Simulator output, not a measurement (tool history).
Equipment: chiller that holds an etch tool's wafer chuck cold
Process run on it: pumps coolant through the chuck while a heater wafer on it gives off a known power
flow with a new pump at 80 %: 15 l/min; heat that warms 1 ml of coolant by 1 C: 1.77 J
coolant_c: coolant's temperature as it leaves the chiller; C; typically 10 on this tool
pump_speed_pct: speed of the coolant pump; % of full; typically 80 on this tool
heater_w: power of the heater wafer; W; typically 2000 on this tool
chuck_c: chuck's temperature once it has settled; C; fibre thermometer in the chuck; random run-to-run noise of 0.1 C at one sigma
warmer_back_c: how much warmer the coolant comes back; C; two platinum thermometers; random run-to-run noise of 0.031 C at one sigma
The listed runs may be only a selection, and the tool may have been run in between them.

run   hour  coolant_c  pump_speed_pct  heater_w  chuck_c  warmer_back_c
  1      0         10              80      2000     29.1           4.45
  2     28         10              61      2000     33.9           6.08
  3   60.2         10              61      2000     33.8           6.05
  4   97.8         10              61      2000       34              6
  5  128.9         10              68      2000     31.8           5.35
  6  170.7         12              68      2000     33.8           5.35
  7  206.2          4              80      2000     23.2           4.47
  8  227.3          3              80      2000     22.4           4.43
  9  270.6          3              80      2000     22.3           4.53
 10  295.7          3              80      2000     22.2           4.51
 11  325.4          3              80      2000     22.3            4.5
 12  361.2         10              80      2000     29.3           4.51
 13  380.9         10              80      2000     29.2           4.48
 14  411.6         10              80      2000     29.1           4.51
 15  438.4         10              80      2000     29.3           4.49
 16  477.1         10              80      2000     29.2           4.48
 17    519          4              80      1559       19           3.56
 18  543.4          4              86      1559     17.9           3.22
 19  569.3          4              86      1559       18           3.24
 20  589.6         10              92      2000     27.1           3.94
 21    632         10              92      2000     27.4           3.91
 22  669.5          7              83      1926       25           4.19
 23  689.9          7              83      1926     25.1           4.23
 24    722          7              83      1926     25.2            4.2
 25  767.7          9              76      1304     22.3           3.08
 26  794.5         10              97      2000     26.8            3.7
 27  828.4         12              65      2822     44.7           8.02
 28  867.4         12              65      2822     44.9           7.95
 29  890.4         10              75      2730     38.6           6.64
 30    919         15              80      1714     31.9           3.89
 31  947.3          7              80      1714     23.8           3.87
 32  982.1          7              80      1714       24           3.87

Between the runs listed above, the log contained 2 entries, not reproduced here. Where in the sequence does each belong, and how does what the log doesn't record of the tool's condition differ from the listed run before to the listed run after?
Between runs 16 and 17: chiller's thermometer calibrated (hour 481)
  heat passed by the chuck's channels, % of clean ones': 88.4 -> 88.3; coolant's true temperature over the reading, C: -0.37 -> -0.42
  measured value less the no-hidden-state value, chuck_c: +1.6 -> +1.1 C; warmer_back_c: -0.01 -> +0 C
Between runs 24 and 25: chiller's thermometer calibrated, once more (hour 735.3)
  heat passed by the chuck's channels, % of clean ones': 87.8 -> 87.7; flow at a given pump speed, % of a new pump's: 100 -> 99.9; coolant's true temperature over the reading, C: -0.45 -> -0.08
  measured value less the no-hidden-state value, chuck_c: +1.5 -> +1.4 C; warmer_back_c: +0 -> +0 C

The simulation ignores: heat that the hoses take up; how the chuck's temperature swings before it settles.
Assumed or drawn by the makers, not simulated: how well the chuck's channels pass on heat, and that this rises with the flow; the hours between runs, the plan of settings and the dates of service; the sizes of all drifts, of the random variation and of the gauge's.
